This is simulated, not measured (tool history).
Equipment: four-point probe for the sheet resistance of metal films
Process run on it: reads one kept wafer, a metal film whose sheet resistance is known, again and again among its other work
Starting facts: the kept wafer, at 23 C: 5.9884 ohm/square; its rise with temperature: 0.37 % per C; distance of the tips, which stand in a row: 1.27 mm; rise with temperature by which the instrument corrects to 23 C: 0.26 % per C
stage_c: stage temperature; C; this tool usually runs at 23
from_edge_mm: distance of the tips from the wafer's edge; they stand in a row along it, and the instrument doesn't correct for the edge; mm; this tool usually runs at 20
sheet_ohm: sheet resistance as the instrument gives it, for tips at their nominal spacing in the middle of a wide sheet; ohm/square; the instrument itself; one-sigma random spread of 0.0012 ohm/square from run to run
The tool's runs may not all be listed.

run 1 day=0 | stage_c=23 from_edge_mm=20 | sheet_ohm=5.968064
run 2 day=2.058 | stage_c=22 from_edge_mm=20 | sheet_ohm=5.958448
run 3 day=4.8 | stage_c=22 from_edge_mm=20 | sheet_ohm=5.957369
run 4 day=7.592 | stage_c=19 from_edge_mm=20 | sheet_ohm=5.937333
run 5 day=11.621 | stage_c=19 from_edge_mm=26 | sheet_ohm=5.930869
run 6 day=14.617 | stage_c=19 from_edge_mm=26 | sheet_ohm=5.928899
run 7 day=18.225 | stage_c=23 from_edge_mm=20 | sheet_ohm=5.959318
run 8 day=21.646 | stage_c=23 from_edge_mm=20 | sheet_ohm=5.954613
run 9 day=23.633 | stage_c=23 from_edge_mm=20 | sheet_ohm=5.954027
run 10 day=26.196 | stage_c=29 from_edge_mm=20 | sheet_ohm=5.992693
run 11 day=30.958 | stage_c=29 from_edge_mm=20 | sheet_ohm=5.987337
-- day=35.05 stage's thermometer calibrated
run 12 day=35.05 | stage_c=29 from_edge_mm=20 | sheet_ohm=5.990008
run 13 day=37.1 | stage_c=29 from_edge_mm=20 | sheet_ohm=5.985014
run 14 day=40.162 | stage_c=29 from_edge_mm=20 | sheet_ohm=5.985635
run 15 day=43.454 | stage_c=29 from_edge_mm=20 | sheet_ohm=5.982538
run 16 day=46.654 | stage_c=33 from_edge_mm=20 | sheet_ohm=6.006265
run 17 day=49.117 | stage_c=33 from_edge_mm=20 | sheet_ohm=6.005622
-- day=51.625 stage's thermometer calibrated, once more
run 18 day=52.404 | stage_c=33 from_edge_mm=20 | sheet_ohm=5.997124
run 19 day=57.004 | stage_c=33 from_edge_mm=20 | sheet_ohm=5.994461
run 20 day=59.646 | stage_c=18 from_edge_mm=20 | sheet_ohm=5.896209
-- day=61.421 new probe head fitted
run 21 day=63.138 | stage_c=18 from_edge_mm=20 | sheet_ohm=5.955902
run 22 day=66.946 | stage_c=26 from_edge_mm=20 | sheet_ohm=6.005608
run 23 day=70.262 | stage_c=23 from_edge_mm=20 | sheet_ohm=5.984099
run 24 day=73.558 | stage_c=23 from_edge_mm=20 | sheet_ohm=5.983435
run 25 day=77.833 | stage_c=21 from_edge_mm=10 | sheet_ohm=6.005311
run 26 day=80.4 | stage_c=35 from_edge_mm=46 | sheet_ohm=6.043873
run 27 day=84.354 | stage_c=20 from_edge_mm=25 | sheet_ohm=5.951458
run 28 day=87.058 | stage_c=34 from_edge_mm=50 | sheet_ohm=6.03312
run 29 day=90.688 | stage_c=26 from_edge_mm=50 | sheet_ohm=5.98059
run 30 day=95.017 | stage_c=22 from_edge_mm=11 | sheet_ohm=5.991305
run 31 day=98.642 | stage_c=29 from_edge_mm=68 | sheet_ohm=5.994033
run 32 day=101.521 | stage_c=29 from_edge_mm=6 | sheet_ohm=6.134858
run 33 day=104.488 | stage_c=28 from_edge_mm=4 | sheet_ohm=6.291773
run 34 day=108.525 | stage_c=28 from_edge_mm=4 | sheet_ohm=6.287687
run 35 day=111.954 | stage_c=28 from_edge_mm=4 | sheet_ohm=6.286612
run 36 day=114.312 | stage_c=28 from_edge_mm=4 | sheet_ohm=6.284413
run 37 day=116.867 | stage_c=28 from_edge_mm=4 | sheet_ohm=6.282649
run 38 day=121.142 | stage_c=28 from_edge_mm=4 | sheet_ohm=6.280099
run 39 day=123.229 | stage_c=28 from_edge_mm=4 | sheet_ohm=6.280045
run 40 day=126.838 | stage_c=26 from_edge_mm=30 | sheet_ohm=5.963051
-- day=128.662 stage's thermometer calibrated
run 41 day=129.467 | stage_c=26 from_edge_mm=5 | sheet_ohm=6.147716
run 42 day=133.667 | stage_c=26 from_edge_mm=5 | sheet_ohm=6.1474
run 43 day=138.208 | stage_c=32 from_edge_mm=5 | sheet_ohm=6.183098
run 44 day=142.746 | stage_c=32 from_edge_mm=5 | sheet_ohm=6.181635
run 45 day=145.125 | stage_c=31 from_edge_mm=4 | sheet_ohm=6.277104
run 46 day=149.779 | stage_c=31 from_edge_mm=4 | sheet_ohm=6.276578

Alternative continuations, all from the tool just after run 46; predict every row:
run A day=153.275 | stage_c=25 from_edge_mm=7 | sheet_ohm=?
run B day=153.275 | stage_c=18 from_edge_mm=18 | sheet_ohm=?
run C day=153.275 | stage_c=21 from_edge_mm=7 | sheet_ohm=?

run=A sheet_ohm=6.033207
run=B sheet_ohm=5.898937
run=C sheet_ohm=6.00556
What these runs would have given with no unlogged condition in the tool:
run=A sheet_ohm=6.106657
run=B sheet_ohm=5.970829
run=C sheet_ohm=6.07867
